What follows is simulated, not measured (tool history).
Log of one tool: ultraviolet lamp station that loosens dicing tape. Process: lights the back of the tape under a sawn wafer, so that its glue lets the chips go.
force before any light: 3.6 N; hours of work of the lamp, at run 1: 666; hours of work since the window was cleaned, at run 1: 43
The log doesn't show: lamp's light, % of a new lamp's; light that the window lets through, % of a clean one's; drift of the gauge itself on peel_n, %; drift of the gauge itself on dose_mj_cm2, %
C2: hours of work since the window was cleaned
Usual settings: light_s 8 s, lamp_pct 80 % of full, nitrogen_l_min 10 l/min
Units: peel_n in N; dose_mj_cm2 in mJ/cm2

{"run": 1, "hour": 0.0, "light_s": 8, "lamp_pct": 80, "nitrogen_l_min": 10, "hours of work of the lamp": 666, "C2": 43, "peel_n": 0.309, "dose_mj_cm2": 464}
{"run": 2, "hour": 24.6, "light_s": 8, "lamp_pct": 80, "nitrogen_l_min": 10, "hours of work of the lamp": 683, "C2": 60, "peel_n": 0.317, "dose_mj_cm2": 459}
{"run": 3, "hour": 40.2, "light_s": 8, "lamp_pct": 79, "nitrogen_l_min": 10, "hours of work of the lamp": 694, "C2": 71, "peel_n": 0.348, "dose_mj_cm2": 447}
{"run": 4, "hour": 58.6, "light_s": 8, "lamp_pct": 79, "nitrogen_l_min": 10, "hours of work of the lamp": 706, "C2": 83, "peel_n": 0.345, "dose_mj_cm2": 450}
{"run": 5, "hour": 83.2, "light_s": 8, "lamp_pct": 80, "nitrogen_l_min": 10, "hours of work of the lamp": 723, "C2": 100, "peel_n": 0.337, "dose_mj_cm2": 450}
{"run": 6, "hour": 97.1, "light_s": 8, "lamp_pct": 80, "nitrogen_l_min": 10, "hours of work of the lamp": 732, "C2": 109, "peel_n": 0.346, "dose_mj_cm2": 447}
{"run": 7, "hour": 109.5, "light_s": 15, "lamp_pct": 80, "nitrogen_l_min": 10, "hours of work of the lamp": 740, "C2": 118, "peel_n": 0.121, "dose_mj_cm2": 841}
{"run": 8, "hour": 122.8, "light_s": 15, "lamp_pct": 80, "nitrogen_l_min": 3, "hours of work of the lamp": 750, "C2": 127, "peel_n": 0.261, "dose_mj_cm2": 833}
{"run": 9, "hour": 142.8, "light_s": 8, "lamp_pct": 79, "nitrogen_l_min": 10, "hours of work of the lamp": 763, "C2": 140, "peel_n": 0.346, "dose_mj_cm2": 441}
{"run": 10, "hour": 157.4, "light_s": 5, "lamp_pct": 80, "nitrogen_l_min": 10, "hours of work of the lamp": 773, "C2": 150, "peel_n": 0.751, "dose_mj_cm2": 276}
{"run": 11, "hour": 179.5, "light_s": 5, "lamp_pct": 80, "nitrogen_l_min": 10, "hours of work of the lamp": 788, "C2": 165, "peel_n": 0.76, "dose_mj_cm2": 278}
{"run": 12, "hour": 191.8, "light_s": 5, "lamp_pct": 99, "nitrogen_l_min": 14, "hours of work of the lamp": 796, "C2": 173, "peel_n": 0.46, "dose_mj_cm2": 337}
{"run": 13, "hour": 212.5, "light_s": 5, "lamp_pct": 80, "nitrogen_l_min": 9, "hours of work of the lamp": 810, "C2": 187, "peel_n": 0.812, "dose_mj_cm2": 271}
{"run": 14, "hour": 236.4, "light_s": 6, "lamp_pct": 82, "nitrogen_l_min": 9, "hours of work of the lamp": 827, "C2": 204, "peel_n": 0.627, "dose_mj_cm2": 335}
{"run": 15, "hour": 250.4, "light_s": 6, "lamp_pct": 82, "nitrogen_l_min": 9, "hours of work of the lamp": 836, "C2": 213, "peel_n": 0.607, "dose_mj_cm2": 330}
{"run": 16, "hour": 268.4, "light_s": 12, "lamp_pct": 96, "nitrogen_l_min": 10, "hours of work of the lamp": 848, "C2": 225, "peel_n": 0.139, "dose_mj_cm2": 776}
{"run": 17, "hour": 290.3, "light_s": 4, "lamp_pct": 68, "nitrogen_l_min": 4, "hours of work of the lamp": 863, "C2": 240, "peel_n": 1.747, "dose_mj_cm2": 179}
{"run": 18, "hour": 312.7, "light_s": 8, "lamp_pct": 90, "nitrogen_l_min": 4, "hours of work of the lamp": 878, "C2": 255, "peel_n": 0.589, "dose_mj_cm2": 475}

Forecast run 19:
{"run": 19, "hour": 325.5, "light_s": 6, "lamp_pct": 86, "nitrogen_l_min": 4, "hours of work of the lamp": 887, "C2": 264, "peel_n": "?", "dose_mj_cm2": "?"}

peel_n: 0.966 N
dose_mj_cm2: 340 mJ/cm2
Without the tool's hidden state the same run would have given peel_n 0.66 N, dose_mj_cm2 449 mJ/cm2.

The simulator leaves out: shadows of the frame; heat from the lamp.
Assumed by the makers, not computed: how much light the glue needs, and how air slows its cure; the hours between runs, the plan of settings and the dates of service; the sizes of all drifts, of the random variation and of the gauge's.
